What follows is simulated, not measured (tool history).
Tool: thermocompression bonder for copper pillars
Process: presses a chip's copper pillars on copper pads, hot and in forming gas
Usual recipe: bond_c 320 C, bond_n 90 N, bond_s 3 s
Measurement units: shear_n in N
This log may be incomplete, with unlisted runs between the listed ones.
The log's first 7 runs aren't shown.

Run 8, hour 127.6: usual settings but bond_c 314 C. Result: shear_n 50.0 N.
Run 9, hour 153.9: usual settings but bond_c 314 C. Result: shear_n 49.3 N.
Run 10, hour 167.3: usual settings but bond_c 314 C. Result: shear_n 50.2 N.
Run 11, hour 179.8: usual settings but bond_c 314 C. Result: shear_n 49.7 N.
Run 12, hour 194.6: usual settings but bond_c 314 C. Result: shear_n 49.6 N.
Run 13, hour 212.7: usual settings but bond_s 8 s. Result: shear_n 68.6 N.
Run 14, hour 230.0: usual settings but bond_c 328 C, bond_s 8 s. Result: shear_n 69.9 N.
Run 15, hour 256.0: usual settings but bond_c 328 C, bond_s 8 s. Result: shear_n 70.4 N.
Run 16, hour 273.9: usual settings. Result: shear_n 50.7 N.
Run 17, hour 285.4: usual settings. Result: shear_n 51.0 N.
At hour 288.5: force cell calibrated.
Run 18, hour 306.1: usual settings. Result: shear_n 50.6 N.
Run 19, hour 320.2: usual settings. Result: shear_n 51.0 N.
At hour 322.6: forming gas filter changed.
Run 20, hour 343.9: usual settings. Result: shear_n 53.7 N.
Run 21, hour 367.6: usual settings but bond_c 303 C, bond_s 7 s. Result: shear_n 60.6 N.
Run 22, hour 389.9: usual settings but bond_c 303 C, bond_s 7 s. Result: shear_n 60.5 N.
Run 23, hour 412.3: usual settings but bond_s 2 s. Result: shear_n 46.8 N.
At hour 418.7: force cell calibrated, once more.
Run 24, hour 426.6: usual settings but bond_c 307 C, bond_s 2 s. Result: shear_n 42.2 N.
Run 25, hour 451.9: usual settings but bond_c 350 C, bond_s 2 s. Result: shear_n 58.3 N.
Run 26, hour 471.3: usual settings but bond_c 340 C, bond_n 77 N, bond_s 2 s. Result: shear_n 51.1 N.

What does the tool deliver on the next run?
Run 27, hour 492.4: usual settings but bond_c 316 C, bond_n 62 N. Result: shear_n ?.

For run 27 the tool returned shear_n 43.2 N.
Without the tool's hidden state the same run would have given shear_n 46.3 N.

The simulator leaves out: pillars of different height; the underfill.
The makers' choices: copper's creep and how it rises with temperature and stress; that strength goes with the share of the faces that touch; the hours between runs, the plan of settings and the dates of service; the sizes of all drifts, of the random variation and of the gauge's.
